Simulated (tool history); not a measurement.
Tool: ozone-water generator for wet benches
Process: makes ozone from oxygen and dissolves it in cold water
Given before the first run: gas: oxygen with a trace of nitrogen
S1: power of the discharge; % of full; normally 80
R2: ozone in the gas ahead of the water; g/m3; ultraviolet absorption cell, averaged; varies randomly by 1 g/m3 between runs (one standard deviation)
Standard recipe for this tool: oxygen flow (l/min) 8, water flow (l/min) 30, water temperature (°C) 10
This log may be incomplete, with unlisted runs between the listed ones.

Run 1, hour 0: usual settings. Result: dissolved ozone (ppm) 24.8, R2 182.1 g/m3.
Run 2, hour 173.6: usual settings. Result: dissolved ozone (ppm) 24.7, R2 184 g/m3.
Run 3, hour 338.1: usual settings but water flow (l/min) 28. Result: dissolved ozone (ppm) 25.9, R2 183.3 g/m3.
Run 4, hour 477.8: usual settings but water flow (l/min) 28. Result: dissolved ozone (ppm) 26, R2 182.2 g/m3.
Run 5, hour 550.8: usual settings but oxygen flow (l/min) 6.72, water flow (l/min) 28. Result: dissolved ozone (ppm) 24.6, R2 191.7 g/m3.
Run 6, hour 633.5: usual settings but oxygen flow (l/min) 6.72, water flow (l/min) 28. Result: dissolved ozone (ppm) 24.6, R2 193.7 g/m3.
Run 7, hour 789.2: usual settings but water flow (l/min) 24. Result: dissolved ozone (ppm) 29.1, R2 182.6 g/m3.
Run 8, hour 962: usual settings but water flow (l/min) 24. Result: dissolved ozone (ppm) 29, R2 183.2 g/m3.
Run 9, hour 1094.6: usual settings but water temperature (°C) 15. Result: dissolved ozone (ppm) 23.3, R2 185 g/m3.
Run 10, hour 1196.6: usual settings but water temperature (°C) 6. Result: dissolved ozone (ppm) 25.9, R2 186.9 g/m3.
Run 11, hour 1326.9: usual settings. Result: dissolved ozone (ppm) 24.5, R2 184 g/m3.
Run 12, hour 1497.6: usual settings. Result: dissolved ozone (ppm) 24.6, R2 187 g/m3.
Run 13, hour 1641.4: usual settings. Result: dissolved ozone (ppm) 24.8, R2 188.2 g/m3.
Run 14, hour 1754.6: usual settings. Result: dissolved ozone (ppm) 24.4, R2 185.2 g/m3.
Run 15, hour 1897.2: usual settings. Result: dissolved ozone (ppm) 24.7, R2 187 g/m3.
Run 16, hour 2075.7: usual settings. Result: dissolved ozone (ppm) 24.7, R2 187.2 g/m3.
Run 17, hour 2179: usual settings but S1 96 % of full, oxygen flow (l/min) 13.38, water temperature (°C) 6. Result: dissolved ozone (ppm) 34.7, R2 189.1 g/m3.
Run 18, hour 2353.1: usual settings but S1 96 % of full, oxygen flow (l/min) 13.38, water temperature (°C) 6. Result: dissolved ozone (ppm) 34.9, R2 187.5 g/m3.
Run 19, hour 2490.2: usual settings but S1 96 % of full, oxygen flow (l/min) 13.38, water temperature (°C) 6. Result: dissolved ozone (ppm) 35.3, R2 180.9 g/m3.
Run 20, hour 2655.5: usual settings but oxygen flow (l/min) 4.04, water temperature (°C) 17. Result: dissolved ozone (ppm) 17.7, R2 227.3 g/m3.
Run 21, hour 2822.9: usual settings but oxygen flow (l/min) 4.04, water temperature (°C) 17. Result: dissolved ozone (ppm) 18.2, R2 227.1 g/m3.
Run 22, hour 2995.8: usual settings but oxygen flow (l/min) 4.04, water temperature (°C) 17. Result: dissolved ozone (ppm) 18, R2 227 g/m3.
Run 23, hour 3166.5: usual settings but S1 51 % of full, oxygen flow (l/min) 5.2, water temperature (°C) 15. Result: dissolved ozone (ppm) 13.5, R2 141.7 g/m3.
Run 24, hour 3321.8: usual settings but S1 92 % of full, oxygen flow (l/min) 13.71, water flow (l/min) 27, water temperature (°C) 15. Result: dissolved ozone (ppm) 30.8, R2 175.2 g/m3.
Run 25, hour 3468.8: usual settings but S1 51 % of full, oxygen flow (l/min) 9.37. Result: dissolved ozone (ppm) 16.8, R2 115.9 g/m3.
Run 26, hour 3544.2: usual settings but S1 51 % of full, oxygen flow (l/min) 9.37. Result: dissolved ozone (ppm) 17.1, R2 119.2 g/m3.
Run 27, hour 3646.8: usual settings but water temperature (°C) 8. Result: dissolved ozone (ppm) 24.9, R2 184.5 g/m3.
Run 28, hour 3819.3: usual settings but oxygen flow (l/min) 4.03, water temperature (°C) 5. Result: dissolved ozone (ppm) 19.8, R2 231.1 g/m3.
Run 29, hour 3923.3: usual settings but oxygen flow (l/min) 5.95, water flow (l/min) 27, water temperature (°C) 13. Result: dissolved ozone (ppm) 23.8, R2 203.8 g/m3.
Run 30, hour 4096.7: usual settings but oxygen flow (l/min) 5.95, water flow (l/min) 27, water temperature (°C) 13. Result: dissolved ozone (ppm) 23.7, R2 202.5 g/m3.
Run 31, hour 4200.1: usual settings but S1 45 % of full, oxygen flow (l/min) 4.26, water flow (l/min) 20, water temperature (°C) 15. Result: dissolved ozone (ppm) 15.8, R2 134.9 g/m3.
Run 32, hour 4356.9: usual settings but S1 91 % of full, water flow (l/min) 39, water temperature (°C) 9. Result: dissolved ozone (ppm) 22.2, R2 209.1 g/m3.

Removed from this log: 2 entries logged between the listed runs. Between which two listed runs does each belong, and how does the tool's hidden state at the listed run before it compare with that at the listed run after it?
In the gap between runs 18 and 19: gauge calibrated (hour 2490.2)
  drift of the gauge itself on gas_g_m3, %: 2.74 -> 0
  measured value less the no-hidden-state value, R2: +4.8 -> -0.3 g/m3
In the gap between runs 30 and 31: contactor cleaned (hour 4113.4)
  contactor's efficiency, % of a clean one's: 99.9 -> 100; drift of the gauge itself on gas_g_m3, %: 1.87 -> 1.99
  measured value less the no-hidden-state value, R2: +3.5 -> +2.5 g/m3
